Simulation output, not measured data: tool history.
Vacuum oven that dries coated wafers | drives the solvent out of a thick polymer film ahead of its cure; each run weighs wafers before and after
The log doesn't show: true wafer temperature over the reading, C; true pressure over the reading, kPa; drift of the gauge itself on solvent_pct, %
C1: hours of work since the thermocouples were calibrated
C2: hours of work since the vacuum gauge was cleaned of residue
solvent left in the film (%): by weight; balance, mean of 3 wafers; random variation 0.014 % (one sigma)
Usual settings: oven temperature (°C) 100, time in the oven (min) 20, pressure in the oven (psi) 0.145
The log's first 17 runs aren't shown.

{"run": 18, "day": 11.692, "oven temperature (°C)": 100, "time in the oven (min)": 20, "pressure in the oven (psi)": 0.145, "C1": 193, "C2": 265, "solvent left in the film (%)": 1.99}
{"run": 19, "day": 12.421, "oven temperature (°C)": 100, "time in the oven (min)": 20, "pressure in the oven (psi)": 0.145, "C1": 201, "C2": 273, "solvent left in the film (%)": 1.98}
{"run": 20, "day": 13.208, "oven temperature (°C)": 100, "time in the oven (min)": 20, "pressure in the oven (psi)": 0.145, "C1": 209, "C2": 282, "solvent left in the film (%)": 1.98}
{"run": 21, "day": 14.083, "oven temperature (°C)": 107, "time in the oven (min)": 20, "pressure in the oven (psi)": 0.145, "C1": 219, "C2": 291, "solvent left in the film (%)": 0.93}
{"run": 22, "day": 14.958, "oven temperature (°C)": 107, "time in the oven (min)": 20, "pressure in the oven (psi)": 0.16, "C1": 228, "C2": 300, "solvent left in the film (%)": 1.01}
{"run": 23, "day": 15.367, "oven temperature (°C)": 107, "time in the oven (min)": 20, "pressure in the oven (psi)": 0.16, "C1": 232, "C2": 305, "solvent left in the film (%)": 1.0}
{"run": 24, "day": 16.104, "oven temperature (°C)": 102, "time in the oven (min)": 20, "pressure in the oven (psi)": 0.145, "C1": 240, "C2": 313, "solvent left in the film (%)": 1.66}
{"run": 25, "day": 16.596, "oven temperature (°C)": 111, "time in the oven (min)": 20, "pressure in the oven (psi)": 0.145, "C1": 246, "C2": 318, "solvent left in the film (%)": 0.62}
{"run": 26, "day": 17.096, "oven temperature (°C)": 111, "time in the oven (min)": 20, "pressure in the oven (psi)": 0.145, "C1": 251, "C2": 323, "solvent left in the film (%)": 0.6}
{"run": 27, "day": 17.833, "oven temperature (°C)": 111, "time in the oven (min)": 20, "pressure in the oven (psi)": 0.145, "C1": 259, "C2": 331, "solvent left in the film (%)": 0.61}
{"run": 28, "day": 18.379, "oven temperature (°C)": 87, "time in the oven (min)": 13, "pressure in the oven (psi)": 0.187, "C1": 265, "C2": 337, "solvent left in the film (%)": 6.78}
{"run": 29, "day": 19.142, "oven temperature (°C)": 105, "time in the oven (min)": 14, "pressure in the oven (psi)": 0.18, "C1": 273, "C2": 346, "solvent left in the film (%)": 2.22}
{"run": 30, "day": 20.021, "oven temperature (°C)": 101, "time in the oven (min)": 14, "pressure in the oven (psi)": 0.18, "C1": 283, "C2": 355, "solvent left in the film (%)": 3.1}
{"run": 31, "day": 20.517, "oven temperature (°C)": 101, "time in the oven (min)": 14, "pressure in the oven (psi)": 0.18, "C1": 288, "C2": 360, "solvent left in the film (%)": 3.08}
{"run": 32, "day": 21.017, "oven temperature (°C)": 114, "time in the oven (min)": 18, "pressure in the oven (psi)": 0.178, "C1": 293, "C2": 366, "solvent left in the film (%)": 0.6}
{"run": 33, "day": 21.717, "oven temperature (°C)": 114, "time in the oven (min)": 18, "pressure in the oven (psi)": 0.178, "C1": 301, "C2": 373, "solvent left in the film (%)": 0.6}
{"run": 34, "day": 22.55, "oven temperature (°C)": 90, "time in the oven (min)": 20, "pressure in the oven (psi)": 0.178, "C1": 310, "C2": 382, "solvent left in the film (%)": 4.4}
{"run": 35, "day": 23.342, "oven temperature (°C)": 90, "time in the oven (min)": 20, "pressure in the oven (psi)": 0.178, "C1": 318, "C2": 391, "solvent left in the film (%)": 4.39}
{"run": 36, "day": 23.704, "oven temperature (°C)": 89, "time in the oven (min)": 20, "pressure in the oven (psi)": 0.145, "C1": 322, "C2": 395, "solvent left in the film (%)": 4.53}
{"run": 37, "day": 24.508, "oven temperature (°C)": 89, "time in the oven (min)": 20, "pressure in the oven (psi)": 0.145, "C1": 331, "C2": 403, "solvent left in the film (%)": 4.53}

Forecast run 38:
{"run": 38, "day": 25.204, "oven temperature (°C)": 89, "time in the oven (min)": 20, "pressure in the oven (psi)": 0.145, "C1": 339, "C2": 411, "solvent left in the film (%)": "?"}

{"run 38": {"solvent left in the film (%)": 4.54}}
Without the tool's hidden state the same run would have given solvent left in the film (%) 4.54.

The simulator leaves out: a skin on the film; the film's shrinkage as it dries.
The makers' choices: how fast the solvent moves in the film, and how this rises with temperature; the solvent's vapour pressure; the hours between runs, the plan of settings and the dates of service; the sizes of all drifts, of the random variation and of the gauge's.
